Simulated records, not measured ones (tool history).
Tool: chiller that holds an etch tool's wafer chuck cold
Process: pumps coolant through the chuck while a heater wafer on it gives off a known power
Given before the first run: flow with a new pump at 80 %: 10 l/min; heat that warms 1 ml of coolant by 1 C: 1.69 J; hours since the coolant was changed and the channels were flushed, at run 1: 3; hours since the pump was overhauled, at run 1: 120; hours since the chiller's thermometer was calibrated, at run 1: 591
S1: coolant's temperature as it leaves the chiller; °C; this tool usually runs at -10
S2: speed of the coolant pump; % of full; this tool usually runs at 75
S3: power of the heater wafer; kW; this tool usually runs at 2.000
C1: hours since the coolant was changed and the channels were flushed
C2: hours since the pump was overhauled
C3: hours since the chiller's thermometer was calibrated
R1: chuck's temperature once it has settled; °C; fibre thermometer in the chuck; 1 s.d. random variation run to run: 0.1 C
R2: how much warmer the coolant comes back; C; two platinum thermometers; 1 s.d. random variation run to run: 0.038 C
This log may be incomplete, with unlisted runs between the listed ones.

run 1 hour=0.0 | S1=-10 S2=75 S3=2.000 | C1=3 C2=120 C3=591 | R1=8.4 R2=7.55
run 2 hour=26.8 | S1=-10 S2=75 S3=2.000 | C1=30 C2=147 C3=618 | R1=8.5 R2=7.55
run 3 hour=67.9 | S1=-10 S2=75 S3=2.000 | C1=71 C2=188 C3=659 | R1=8.5 R2=7.56
run 4 hour=109.1 | S1=-10 S2=75 S3=2.000 | C1=112 C2=229 C3=700 | R1=8.5 R2=7.60
run 5 hour=152.2 | S1=-8 S2=75 S3=2.000 | C1=156 C2=273 C3=743 | R1=10.3 R2=7.56
run 6 hour=196.2 | S1=-10 S2=75 S3=2.079 | C1=200 C2=317 C3=787 | R1=9.1 R2=7.87
run 7 hour=230.8 | S1=-10 S2=75 S3=2.079 | C1=234 C2=351 C3=822 | R1=9.1 R2=7.82
run 8 hour=273.7 | S1=-10 S2=75 S3=2.079 | C1=277 C2=394 C3=864 | R1=9.0 R2=7.90
run 9 hour=298.5 | S1=-10 S2=75 S3=2.079 | C1=302 C2=419 C3=889 | R1=9.2 R2=7.89
run 10 hour=329.5 | S1=-10 S2=75 S3=2.000 | C1=333 C2=450 C3=920 | R1=8.2 R2=7.57
run 11 hour=349.4 | S1=-5 S2=75 S3=1.969 | C1=353 C2=470 C3=940 | R1=13.2 R2=7.46
run 12 hour=391.0 | S1=-5 S2=75 S3=1.969 | C1=394 C2=511 C3=982 | R1=13.1 R2=7.44
run 13 hour=414.8 | S1=-11 S2=61 S3=2.186 | C1=418 C2=535 C3=1006 | R1=12.2 R2=10.04
run 14 hour=448.8 | S1=-11 S2=61 S3=2.186 | C1=452 C2=569 C3=1040 | R1=12.2 R2=10.16
run 15 hour=470.8 | S1=-6 S2=60 S3=1.585 | C1=474 C2=591 C3=1062 | R1=10.9 R2=7.44
run 16 hour=509.3 | S1=-6 S2=67 S3=2.094 | C1=513 C2=630 C3=1100 | R1=15.0 R2=8.87
run 17 hour=540.0 | S1=-12 S2=75 S3=2.000 | C1=543 C2=660 C3=1131 | R1=6.5 R2=7.67
run 18 hour=559.9 | S1=-7 S2=75 S3=2.000 | C1=563 C2=680 C3=1151 | R1=11.4 R2=7.56
run 19 hour=586.5 | S1=-14 S2=62 S3=2.000 | C1=590 C2=707 C3=1177 | R1=6.8 R2=9.13
run 20 hour=611.8 | S1=-18 S2=84 S3=2.016 | C1=615 C2=732 C3=1203 | R1=-0.7 R2=6.80

Below are 4 alternative next runs, each starting from the tool's condition after run 20. Predict each:
run A hour=649.3 | S1=-10 S2=75 S3=1.166 | C1=653 C2=770 C3=1240 | R1=? R2=?
run B hour=649.3 | S1=-15 S2=83 S3=1.617 | C1=653 C2=770 C3=1240 | R1=? R2=?
run C hour=649.3 | S1=-6 S2=81 S3=1.395 | C1=653 C2=770 C3=1240 | R1=? R2=?
run D hour=649.3 | S1=-17 S2=84 S3=1.733 | C1=653 C2=770 C3=1240 | R1=? R2=?

run=A R1=0.9 R2=4.45
run=B R1=-1.3 R2=5.56
run=C R1=6.2 R2=4.93
run=D R1=-2.2 R2=5.86
Without the tool's unlogged condition, the same runs would have read:
run=A R1=0.9 R2=4.44
run=B R1=-1.3 R2=5.56
run=C R1=6.2 R2=4.93
run=D R1=-2.2 R2=5.86
